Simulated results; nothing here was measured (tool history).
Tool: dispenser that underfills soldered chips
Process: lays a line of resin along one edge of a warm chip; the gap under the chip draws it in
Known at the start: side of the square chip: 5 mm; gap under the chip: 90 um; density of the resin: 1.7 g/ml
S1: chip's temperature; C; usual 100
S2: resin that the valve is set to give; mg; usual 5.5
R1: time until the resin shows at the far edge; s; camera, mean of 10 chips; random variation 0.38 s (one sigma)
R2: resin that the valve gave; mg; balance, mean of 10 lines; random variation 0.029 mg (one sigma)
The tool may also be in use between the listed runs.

{"run": 1, "hour": 0.0, "S1": 100, "S2": 5.5, "R1": 26.4, "R2": 5.44}
{"hour": 6.0, "done": "new syringe of resin"}
{"run": 2, "hour": 6.8, "S1": 100, "S2": 5.5, "R1": 24.1, "R2": 5.46}
{"run": 3, "hour": 11.0, "S1": 100, "S2": 5.5, "R1": 26.4, "R2": 5.39}
{"run": 4, "hour": 15.0, "S1": 97, "S2": 5.5, "R1": 32.6, "R2": 5.46}
{"hour": 16.2, "done": "new syringe of resin"}
{"run": 5, "hour": 22.1, "S1": 97, "S2": 5.5, "R1": 29.8, "R2": 5.4}
{"hour": 26.6, "done": "new syringe of resin"}
{"run": 6, "hour": 31.6, "S1": 102, "S2": 4.94, "R1": 25.8, "R2": 4.79}
{"hour": 36.9, "done": "new syringe of resin"}
{"run": 7, "hour": 40.4, "S1": 107, "S2": 5.14, "R1": 20.6, "R2": 4.99}
{"hour": 46.8, "done": "new syringe of resin"}
{"run": 8, "hour": 50.0, "S1": 100, "S2": 7, "R1": 25.1, "R2": 6.81}
{"hour": 56.9, "done": "new syringe of resin"}
{"run": 9, "hour": 59.9, "S1": 100, "S2": 7, "R1": 25.3, "R2": 6.79}
{"run": 10, "hour": 65.4, "S1": 100, "S2": 7, "R1": 27.8, "R2": 6.73}

Forecast each of these 4 alternatives for the next run:
{"hour": 67.0, "done": "new syringe of resin"}
{"run": "A", "hour": 71.3, "S1": 109, "S2": 5.75, "R1": "?", "R2": "?"}
{"hour": 67.0, "done": "new syringe of resin"}
{"run": "B", "hour": 71.3, "S1": 106, "S2": 5.83, "R1": "?", "R2": "?"}
{"hour": 67.0, "done": "new syringe of resin"}
{"run": "C", "hour": 71.3, "S1": 94, "S2": 5.39, "R1": "?", "R2": "?"}
{"hour": 67.0, "done": "new syringe of resin"}
{"run": "D", "hour": 71.3, "S1": 96, "S2": 6.81, "R1": "?", "R2": "?"}

run=A R1=19.5 R2=5.51
run=B R1=21.3 R2=5.6
run=C R1=32.4 R2=5.18
run=D R1=30 R2=6.54
Without the tool's hidden state the same runs would have given:
run=A R1=17.8 R2=5.75
run=B R1=19.4 R2=5.85
run=C R1=29.4 R2=5.41
run=D R1=27.4 R2=6.83
